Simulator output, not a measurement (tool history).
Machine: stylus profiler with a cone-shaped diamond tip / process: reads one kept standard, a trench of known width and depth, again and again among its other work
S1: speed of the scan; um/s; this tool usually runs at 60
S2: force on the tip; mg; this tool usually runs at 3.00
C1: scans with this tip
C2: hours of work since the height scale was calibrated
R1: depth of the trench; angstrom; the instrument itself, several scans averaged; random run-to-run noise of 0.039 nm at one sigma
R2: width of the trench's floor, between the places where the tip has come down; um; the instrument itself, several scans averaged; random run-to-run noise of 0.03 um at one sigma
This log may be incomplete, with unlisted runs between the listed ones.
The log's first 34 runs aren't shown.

run	day	S1	S2	C1	C2	R1	R2
35	20.725	29	5.43	2367	524	1016.5	27.97
36	21.262	29	5.43	2406	533	1015.7	28.02
37	21.829	29	5.43	2447	542	1015.9	27.97
38	22.600	29	5.43	2504	554	1016.4	27.98
39	23.142	188	7.81	2543	563	1020.5	27.77
40	23.596	33	7.81	2576	570	1020.4	27.91
41	24.404	43	4.15	2634	583	1014.0	27.95
42	25.125	50	3.18	2687	595	1011.8	27.85
43	25.633	211	7.65	2724	603	1019.4	27.73

4 ways to go on from here, each from the tool as it stands after run 43. What would each give?
A	26.450	60	4.89	2783	616	?	?
B	26.450	106	1.44	2783	616	?	?
C	26.450	116	4.67	2783	616	?	?
D	26.450	151	3.87	2783	616	?	?

run	R1	R2
A	1015.3	27.91
B	1007.4	27.70
C	1014.8	27.72
D	1013.0	27.68
Had the tool no hidden state, the same runs would have come out as:
run	R1	R2
A	1015.3	27.91
B	1007.4	27.70
C	1014.8	27.73
D	1013.0	27.68
